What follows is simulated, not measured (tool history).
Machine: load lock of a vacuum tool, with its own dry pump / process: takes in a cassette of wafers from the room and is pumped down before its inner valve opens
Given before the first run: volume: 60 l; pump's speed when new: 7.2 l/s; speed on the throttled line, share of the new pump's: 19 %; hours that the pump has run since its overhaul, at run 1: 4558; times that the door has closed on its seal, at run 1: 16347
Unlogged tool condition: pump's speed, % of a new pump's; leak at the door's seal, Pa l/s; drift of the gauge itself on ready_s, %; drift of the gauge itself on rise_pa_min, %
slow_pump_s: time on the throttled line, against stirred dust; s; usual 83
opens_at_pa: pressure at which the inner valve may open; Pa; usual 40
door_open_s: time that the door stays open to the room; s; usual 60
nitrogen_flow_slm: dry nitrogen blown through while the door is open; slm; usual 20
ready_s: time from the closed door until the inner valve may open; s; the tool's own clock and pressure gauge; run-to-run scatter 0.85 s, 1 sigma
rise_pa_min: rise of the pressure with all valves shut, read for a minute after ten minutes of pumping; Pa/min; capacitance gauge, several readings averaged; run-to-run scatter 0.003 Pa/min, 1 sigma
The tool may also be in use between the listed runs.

run    hour  slow_pump_s  opens_at_pa  door_open_s  nitrogen_flow_slm  hours that the pump has run since its overhaul  times that the door has closed on its seal  incoming humidity of the room's air, %  ready_s  rise_pa_min
  1       0           83           40           60                 20                                            4558                                       16347                                    46.7    137.3        0.093
  2    92.1           83           40           60                 35                                            4650                                       16698                                    46.9    134.4        0.088
  3   146.4           72           40           60                 20                                            4704                                       16904                                      46      128        0.098
  4   202.3           72           40           60                 20                                            4760                                       17117                                      46    127.5        0.094
  5   284.7           83           40           82                 20                                            4843                                       17431                                    43.6    137.4        0.106
  6   333.9           83           40           82                 20                                            4892                                       17619                                    44.3    136.1        0.107
  7     419           76           40           82                 20                                            4977                                       17943                                    46.2    128.7        0.116
  8   507.3           76           40           82                 20                                            5065                                       18279                                    45.9    128.4        0.115
  9   614.7           83           40           60                 20                                            5173                                       18688                                    45.8    135.8        0.102
 10   689.3           83           40           60                 20                                            5247                                       18973                                    42.3    136.9        0.097
 11   756.4           83           40           60                 20                                            5314                                       19228                                    41.6    135.5        0.099
 12   852.2           83           40           60                 20                                            5410                                       19593                                    48.5    134.3         0.11
 13     945           83           40           60                 20                                            5503                                       19946                                    43.9    136.3        0.109
 14   992.1           83           40           60                 20                                            5550                                       20126                                    46.3    135.8        0.106
 15  1042.3           83           40           60                 20                                            5600                                       20317                                    43.6    135.1        0.108
 16  1094.5           84           40           60                 20                                            5652                                       20516                                    47.2    135.4        0.114
 17  1194.1           84           40           60                 20                                            5752                                       20895                                      44    136.6        0.116
 18  1267.4           56           79          195                 20                                            5825                                       21175                                    44.5    108.2        0.168
 19  1334.7           57           45           62                 13                                            5893                                       21431                                    48.4      115        0.124
 20  1399.1           57           45           62                 13                                            5957                                       21676                                    43.4    113.9        0.123
 21  1485.3           57           45           62                 38                                            6043                                       22005                                    42.2    114.2        0.114
 22  1552.3           77           67          229                 29                                            6110                                       22260                                    45.2    126.7        0.176
 23  1644.6           77           67          229                 29                                            6203                                       22611                                      49      128        0.181
 24  1715.1           77           67          229                 29                                            6273                                       22880                                    42.6    127.5        0.173
 25  1801.7           77           67          229                 29                                            6360                                       23210                                    44.2      128        0.177
 26  1889.1           77           67          229                 29                                            6447                                       23543                                    46.7    126.3        0.181
 27  1938.8           77           67          229                 29                                            6497                                       23732                                    45.2    125.9        0.182
 28  1987.4           77           67          229                 29                                            6545                                       23917                                    44.9    128.2        0.183
 29  2068.6           77           67          229                 29                                            6627                                       24226                                      46    127.6        0.187
 30  2136.1           83           30           60                 17                                            6694                                       24483                                    47.3      140        0.135
 31  2184.6          111           40           60                 20                                            6743                                       24668                                    42.5    158.5        0.137
 32  2295.4           76           56          194                  7                                            6853                                       25090                                    46.5    127.3        0.225
 33  2383.2          109           56          194                 19                                            6941                                       25425                                    43.8    155.8        0.189
 34  2468.5          109           56          194                 19                                            7026                                       25749                                    44.3      154        0.194

What if the next run were any one of these 5? Each begins from the tool's condition after run 34:
  A  2517.8           62           33          214                 20                                            7076                                       25938                                    44.9        ?            ?
  B  2517.8          127           40          174                 12                                            7076                                       25938                                      43        ?            ?
  C  2517.8          109           80           61                 19                                            7076                                       25938                                    48.2        ?            ?
  D  2517.8          109           56          194                  8                                            7076                                       25938                                    46.5        ?            ?
  E  2517.8           52           28          194                 19                                            7076                                       25938                                      45        ?            ?

run  ready_s  rise_pa_min
  A    121.8        0.201
  B    175.5          0.2
  C    151.7        0.145
  D      155        0.226
  E    115.9        0.199
Stripped of hidden state, with their random variation kept, the same runs would have yielded:
run  ready_s  rise_pa_min
  A    117.1        0.109
  B      172        0.108
  C    148.2        0.053
  D    151.5        0.134
  E    110.9        0.108
